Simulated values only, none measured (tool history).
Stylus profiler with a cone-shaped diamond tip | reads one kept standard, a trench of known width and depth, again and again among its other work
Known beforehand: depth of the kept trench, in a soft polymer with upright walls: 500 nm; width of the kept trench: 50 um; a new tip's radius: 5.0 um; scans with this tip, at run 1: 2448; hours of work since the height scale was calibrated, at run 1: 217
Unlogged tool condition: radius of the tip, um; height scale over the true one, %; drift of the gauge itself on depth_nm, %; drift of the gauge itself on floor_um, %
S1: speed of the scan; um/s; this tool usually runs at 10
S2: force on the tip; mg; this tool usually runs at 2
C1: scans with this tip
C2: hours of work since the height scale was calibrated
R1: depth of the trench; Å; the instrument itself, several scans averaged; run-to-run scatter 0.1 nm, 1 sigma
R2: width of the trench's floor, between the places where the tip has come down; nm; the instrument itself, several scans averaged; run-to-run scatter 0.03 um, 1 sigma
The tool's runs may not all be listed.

Run 1, hour 0: usual settings; C1 2448; C2 217. Result: R1 5074.7 Å, R2 44910 nm.
Run 2, hour 117.5: usual settings but S1 35 um/s; C1 3450; C2 306. Result: R1 5075.4 Å, R2 44560 nm.
Run 3, hour 171.3: usual settings but S1 14 um/s; C1 3908; C2 346. Result: R1 5075.6 Å, R2 44540 nm.
Run 4, hour 244.9: usual settings but S1 14 um/s; C1 4535; C2 402. Result: R1 5076 Å, R2 44440 nm.
Run 5, hour 324.5: usual settings; C1 5214; C2 462. Result: R1 5076.8 Å, R2 44260 nm.
Run 6, hour 430.9: usual settings but S1 9 um/s; C1 6121; C2 542. Result: R1 5079.7 Å, R2 44140 nm.
Run 7, hour 497.1: usual settings but S1 9 um/s; C1 6685; C2 592. Result: R1 5077.8 Å, R2 44010 nm.
Run 8, hour 560.7: usual settings but S1 9 um/s; C1 7227; C2 640. Result: R1 5077.8 Å, R2 43890 nm.
At hour 660.8: new tip fitted, height scale calibrated.
Run 9, hour 683.8: usual settings but S1 9 um/s; C1 197; C2 17. Result: R1 5071 Å, R2 45550 nm.
Run 10, hour 741.9: usual settings but S1 9 um/s; C1 692; C2 61. Result: R1 5071.5 Å, R2 45380 nm.
Run 11, hour 830: usual settings; C1 1442; C2 128. Result: R1 5071 Å, R2 45200 nm.
Run 12, hour 927.1: usual settings but S2 2.86 mg; C1 2270; C2 201. Result: R1 5092.8 Å, R2 45010 nm.
Run 13, hour 1014.2: usual settings but S2 0.87 mg; C1 3013; C2 267. Result: R1 5041 Å, R2 44790 nm.
Run 14, hour 1101.9: usual settings but S1 9 um/s; C1 3760; C2 333. Result: R1 5074.7 Å, R2 44630 nm.
Run 15, hour 1199.7: usual settings but S2 2.42 mg; C1 4594; C2 407. Result: R1 5085 Å, R2 44440 nm.
Run 16, hour 1292.7: usual settings; C1 5386; C2 477. Result: R1 5076.5 Å, R2 44300 nm.
Run 17, hour 1409.2: usual settings but S2 4.47 mg; C1 6379; C2 565. Result: R1 5128.7 Å, R2 44080 nm.
Run 18, hour 1492.7: usual settings but S2 4.47 mg; C1 7091; C2 628. Result: R1 5128.8 Å, R2 43920 nm.
At hour 1607.2: new tip fitted, height scale calibrated.
Run 19, hour 1607.3: usual settings but S2 4.47 mg; C1 0; C2 0. Result: R1 5123.5 Å, R2 45510 nm.
Run 20, hour 1682.6: usual settings but S2 4.47 mg; C1 642; C2 57. Result: R1 5123.4 Å, R2 45430 nm.
Run 21, hour 1749.3: usual settings but S2 4.47 mg; C1 1211; C2 107. Result: R1 5124.8 Å, R2 45250 nm.
Run 22, hour 1810.7: usual settings but S2 4.89 mg; C1 1734; C2 154. Result: R1 5132.5 Å, R2 45130 nm.
Run 23, hour 1869.3: usual settings but S1 2 um/s; C1 2233; C2 198. Result: R1 5075.4 Å, R2 45010 nm.
Run 24, hour 1934.4: usual settings but S1 3 um/s, S2 1.62 mg; C1 2788; C2 247. Result: R1 5064.9 Å, R2 44910 nm.
Run 25, hour 2015.5: usual settings but S1 12 um/s; C1 3479; C2 308. Result: R1 5076 Å, R2 44710 nm.
Run 26, hour 2119.3: usual settings but S1 3 um/s, S2 0.8 mg; C1 4364; C2 387. Result: R1 5043.6 Å, R2 44480 nm.
Run 27, hour 2176.3: usual settings but S1 3 um/s, S2 0.8 mg; C1 4850; C2 430. Result: R1 5044.8 Å, R2 44420 nm.
Run 28, hour 2270.3: usual settings but S1 17 um/s, S2 3.08 mg; C1 5651; C2 501. Result: R1 5104.2 Å, R2 44200 nm.
At hour 2281.3: height scale calibrated on a step standard.
Run 29, hour 2395.9: usual settings but S1 5 um/s, S2 0.85 mg; C1 6718; C2 87. Result: R1 5051.6 Å, R2 44010 nm.
Run 30, hour 2503.7: usual settings but S1 2 um/s, S2 1.25 mg; C1 7636; C2 168. Result: R1 5064.4 Å, R2 43820 nm.
At hour 2557.3: new tip fitted, height scale calibrated.
Run 31, hour 2559.8: usual settings but S1 2 um/s, S2 1.25 mg; C1 22; C2 2. Result: R1 5050.2 Å, R2 45700 nm.

Run 32 is up next; what results do you expect?
At hour 2677: height scale calibrated on a step standard, once more.
Run 32, hour 2687.6: usual settings but S1 8 um/s, S2 3.74 mg; C1 1107; C2 8. Result: R1 ?, R2 ?.

R1: 5107.8 Å
R2: 45350 nm
Had the tool carried no hidden state, the very same run would have given R1 5108.9 Å, R2 45590 nm.
